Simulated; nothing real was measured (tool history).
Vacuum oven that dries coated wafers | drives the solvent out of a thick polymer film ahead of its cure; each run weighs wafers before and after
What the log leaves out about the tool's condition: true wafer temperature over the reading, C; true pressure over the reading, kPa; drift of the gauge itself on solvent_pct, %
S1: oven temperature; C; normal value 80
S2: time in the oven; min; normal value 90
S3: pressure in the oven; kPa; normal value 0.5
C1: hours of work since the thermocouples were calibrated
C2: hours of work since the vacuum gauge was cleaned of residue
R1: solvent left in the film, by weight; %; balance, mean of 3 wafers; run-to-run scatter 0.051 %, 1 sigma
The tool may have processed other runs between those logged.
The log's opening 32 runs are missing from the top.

run,day,S1,S2,S3,C1,C2,R1
33,77.379,88,90,0.5,202,1903,0.6
34,80.579,80,116,0.3,238,1939,0.98
35,83.921,80,90,0.689,276,1977,1.46
36,86.3,80,59,0.319,303,2004,2.17
37,89.358,80,59,0.319,338,2039,2.25
38,92.55,80,90,0.293,375,2076,1.25
39,95.258,68,90,1.885,405,2107,5
40,97.942,68,90,1.885,436,2137,5.05
41,100.321,80,129,0.5,463,2164,1.03
42,103.346,80,50,1.182,498,2199,3.17
43,105.104,80,70,0.389,518,2219,1.73
44,107.158,88,134,0.426,541,2242,0.68
45,109.125,88,134,0.426,563,2265,0.55
46,110.721,69,59,0.302,582,2283,5.14

4 ways to go on from here, each from the tool as it stands after run 46. What would each give?
A,114.1,93,59,1.024,620,2321,?
B,114.1,66,51,0.5,620,2321,?
C,114.1,73,90,0.372,620,2321,?
D,114.1,80,90,1.53,620,2321,?

run,R1
A,0.81
B,6.82
C,2.48
D,1.99
Without the tool's hidden state the same runs would have given:
run,R1
A,0.48
B,6.42
C,1.96
D,1.51
